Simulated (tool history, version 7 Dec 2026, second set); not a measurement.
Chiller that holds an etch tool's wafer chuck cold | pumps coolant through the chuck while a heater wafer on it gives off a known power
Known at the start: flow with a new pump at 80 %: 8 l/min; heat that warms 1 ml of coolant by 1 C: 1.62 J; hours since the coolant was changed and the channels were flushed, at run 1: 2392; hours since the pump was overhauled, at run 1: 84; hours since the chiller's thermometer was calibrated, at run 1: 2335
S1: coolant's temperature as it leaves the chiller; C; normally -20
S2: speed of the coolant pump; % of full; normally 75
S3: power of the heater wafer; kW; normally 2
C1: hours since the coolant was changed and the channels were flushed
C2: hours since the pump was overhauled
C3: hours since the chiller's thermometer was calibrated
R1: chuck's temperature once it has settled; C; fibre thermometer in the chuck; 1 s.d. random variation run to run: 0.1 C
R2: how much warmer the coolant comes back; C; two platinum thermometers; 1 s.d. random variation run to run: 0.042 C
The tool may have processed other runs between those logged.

| run | hour | S1 | S2 | S3 | C1 | C2 | C3 | R1 | R2 |
|---|---|---|---|---|---|---|---|---|---|
| 1 | 0 | -20 | 75 | 2 | 2392 | 84 | 2335 | 0.6 | 9.91 |
| 2 | 44.4 | -20 | 75 | 2 | 2437 | 128 | 2380 | 0.4 | 9.95 |
| 3 | 93.6 | -20 | 75 | 2 | 2486 | 177 | 2429 | 0.4 | 9.95 |
| 4 | 129.4 | -20 | 75 | 2 | 2522 | 213 | 2465 | 0.5 | 9.96 |
| 5 | 159.8 | -20 | 75 | 2 | 2552 | 244 | 2495 | 0.5 | 9.98 |
| 6 | 182.5 | -19 | 75 | 2 | 2575 | 266 | 2518 | 1.3 | 10.01 |
| 7 | 234.1 | -20 | 75 | 2 | 2626 | 318 | 2570 | 0.4 | 10 |
| 8 | 284.4 | -20 | 75 | 2 | 2677 | 368 | 2620 | 0.4 | 9.99 |
| 9 | 313.1 | -20 | 75 | 2 | 2705 | 397 | 2648 | 0.3 | 10.07 |
| 10 | 334.9 | -20 | 75 | 2 | 2727 | 419 | 2670 | 0.3 | 9.97 |
| 11 | 369 | -20 | 75 | 2 | 2761 | 453 | 2704 | 0.5 | 10.05 |
| 12 | 414.2 | -20 | 92 | 2 | 2806 | 498 | 2750 | -3.1 | 8.18 |
| 13 | 436.5 | -20 | 86 | 2 | 2829 | 520 | 2772 | -1.9 | 8.79 |
| 14 | 470.8 | -20 | 86 | 2 | 2863 | 554 | 2806 | -1.7 | 8.72 |
| 15 | 500.1 | -20 | 89 | 2 | 2892 | 584 | 2836 | -2.5 | 8.52 |
| 16 | 545.1 | -20 | 89 | 2 | 2937 | 629 | 2881 | -2.6 | 8.55 |

The next listed run, before its measurement:
| 17 | 596.3 | -15 | 82 | 2 | 2988 | 680 | 2932 | ? | ? |

Run 17 came out at R1 4 C, R2 9.31 C.
Without the tool's hidden state the same run would have given R1 4 C, R2 9.06 C.
